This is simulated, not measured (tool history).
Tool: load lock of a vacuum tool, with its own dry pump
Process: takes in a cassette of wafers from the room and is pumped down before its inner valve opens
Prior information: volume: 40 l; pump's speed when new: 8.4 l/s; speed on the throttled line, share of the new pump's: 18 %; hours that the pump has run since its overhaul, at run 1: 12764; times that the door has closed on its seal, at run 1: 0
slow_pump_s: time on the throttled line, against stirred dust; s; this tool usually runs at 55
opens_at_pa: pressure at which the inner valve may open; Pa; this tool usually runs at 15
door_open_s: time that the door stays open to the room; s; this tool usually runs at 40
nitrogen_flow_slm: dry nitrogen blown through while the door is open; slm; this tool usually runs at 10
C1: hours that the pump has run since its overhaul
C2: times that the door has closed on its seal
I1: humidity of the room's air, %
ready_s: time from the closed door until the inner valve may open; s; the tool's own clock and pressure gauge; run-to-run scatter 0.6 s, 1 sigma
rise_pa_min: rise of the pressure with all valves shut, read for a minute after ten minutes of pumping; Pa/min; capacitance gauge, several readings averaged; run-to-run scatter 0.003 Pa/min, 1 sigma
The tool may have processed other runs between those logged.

run 1 hour=0 | slow_pump_s=55 opens_at_pa=15 door_open_s=40 nitrogen_flow_slm=10 | C1=12764 C2=0 | I1=44.7 | ready_s=90.8 rise_pa_min=0.031
run 2 hour=612.9 | slow_pump_s=55 opens_at_pa=15 door_open_s=40 nitrogen_flow_slm=10 | C1=13377 C2=1889 | I1=47.1 | ready_s=91.4 rise_pa_min=0.039
run 3 hour=903.2 | slow_pump_s=55 opens_at_pa=15 door_open_s=40 nitrogen_flow_slm=10 | C1=13667 C2=2783 | I1=44.6 | ready_s=91.1 rise_pa_min=0.04
run 4 hour=1295.2 | slow_pump_s=55 opens_at_pa=15 door_open_s=40 nitrogen_flow_slm=10 | C1=14059 C2=3991 | I1=44.2 | ready_s=91.7 rise_pa_min=0.046
run 5 hour=1605.3 | slow_pump_s=55 opens_at_pa=15 door_open_s=135 nitrogen_flow_slm=10 | C1=14369 C2=4947 | I1=44.9 | ready_s=91.1 rise_pa_min=0.09
-- hour=1950.6 dry pump taken out, an overhauled one fitted
run 6 hour=2180.2 | slow_pump_s=55 opens_at_pa=15 door_open_s=135 nitrogen_flow_slm=10 | C1=230 C2=6699 | I1=44.9 | ready_s=88.3 rise_pa_min=0.107
run 7 hour=2782.7 | slow_pump_s=55 opens_at_pa=15 door_open_s=40 nitrogen_flow_slm=10 | C1=832 C2=8556 | I1=46.5 | ready_s=88.7 rise_pa_min=0.076
run 8 hour=3298.8 | slow_pump_s=55 opens_at_pa=15 door_open_s=40 nitrogen_flow_slm=10 | C1=1348 C2=10146 | I1=46.6 | ready_s=88 rise_pa_min=0.079
run 9 hour=3997 | slow_pump_s=55 opens_at_pa=24 door_open_s=40 nitrogen_flow_slm=10 | C1=2046 C2=12297 | I1=47 | ready_s=86 rise_pa_min=0.097
run 10 hour=4280.3 | slow_pump_s=55 opens_at_pa=24 door_open_s=40 nitrogen_flow_slm=10 | C1=2330 C2=13170 | I1=45.3 | ready_s=86 rise_pa_min=0.102
run 11 hour=4859.4 | slow_pump_s=55 opens_at_pa=24 door_open_s=40 nitrogen_flow_slm=10 | C1=2909 C2=14954 | I1=41.7 | ready_s=85.4 rise_pa_min=0.114
run 12 hour=5336.3 | slow_pump_s=38 opens_at_pa=28 door_open_s=40 nitrogen_flow_slm=16 | C1=3386 C2=16424 | I1=45.9 | ready_s=72.2 rise_pa_min=0.137
run 13 hour=5781.6 | slow_pump_s=55 opens_at_pa=15 door_open_s=52 nitrogen_flow_slm=34 | C1=3831 C2=17796 | I1=46.8 | ready_s=89.8 rise_pa_min=0.146
run 14 hour=6080.4 | slow_pump_s=55 opens_at_pa=15 door_open_s=52 nitrogen_flow_slm=34 | C1=4130 C2=18716 | I1=40.3 | ready_s=88.2 rise_pa_min=0.154
run 15 hour=6395.1 | slow_pump_s=55 opens_at_pa=15 door_open_s=52 nitrogen_flow_slm=34 | C1=4444 C2=19686 | I1=45.8 | ready_s=89.3 rise_pa_min=0.163
run 16 hour=6765.8 | slow_pump_s=42 opens_at_pa=10 door_open_s=40 nitrogen_flow_slm=42 | C1=4815 C2=20828 | I1=44 | ready_s=82.7 rise_pa_min=0.17
run 17 hour=7269.9 | slow_pump_s=64 opens_at_pa=21 door_open_s=40 nitrogen_flow_slm=42 | C1=5319 C2=22382 | I1=44.6 | ready_s=94.4 rise_pa_min=0.187
run 18 hour=7749.3 | slow_pump_s=33 opens_at_pa=18 door_open_s=147 nitrogen_flow_slm=33 | C1=5799 C2=23859 | I1=44.8 | ready_s=70.5 rise_pa_min=0.235
run 19 hour=8447.1 | slow_pump_s=33 opens_at_pa=18 door_open_s=63 nitrogen_flow_slm=33 | C1=6496 C2=26009 | I1=46.6 | ready_s=71.5 rise_pa_min=0.241
run 20 hour=8783.1 | slow_pump_s=33 opens_at_pa=18 door_open_s=28 nitrogen_flow_slm=13 | C1=6833 C2=27044 | I1=44.5 | ready_s=71.3 rise_pa_min=0.252
run 21 hour=9477.1 | slow_pump_s=44 opens_at_pa=15 door_open_s=81 nitrogen_flow_slm=29 | C1=7526 C2=29182 | I1=45.7 | ready_s=80.6 rise_pa_min=0.29

4 ways to go on from here, each from the tool as it stands after run 21. What would each give?
run A hour=9792.3 | slow_pump_s=44 opens_at_pa=15 door_open_s=81 nitrogen_flow_slm=15 | C1=7842 C2=30153 | I1=43.2 | ready_s=? rise_pa_min=?
run B hour=9792.3 | slow_pump_s=72 opens_at_pa=28 door_open_s=28 nitrogen_flow_slm=10 | C1=7842 C2=30153 | I1=45.7 | ready_s=? rise_pa_min=?
run C hour=9792.3 | slow_pump_s=55 opens_at_pa=15 door_open_s=142 nitrogen_flow_slm=10 | C1=7842 C2=30153 | I1=47.2 | ready_s=? rise_pa_min=?
run D hour=9792.3 | slow_pump_s=55 opens_at_pa=24 door_open_s=40 nitrogen_flow_slm=6 | C1=7842 C2=30153 | I1=44.9 | ready_s=? rise_pa_min=?

run=A ready_s=79.8 rise_pa_min=0.311
run=B ready_s=100 rise_pa_min=0.303
run=C ready_s=90.6 rise_pa_min=0.339
run=D ready_s=86.9 rise_pa_min=0.308
With the hidden condition removed and each run's random variation left untouched, the same runs would have given:
run=A ready_s=76.9 rise_pa_min=0.039
run=B ready_s=97.6 rise_pa_min=0.028
run=C ready_s=87.8 rise_pa_min=0.074
run=D ready_s=84.3 rise_pa_min=0.035
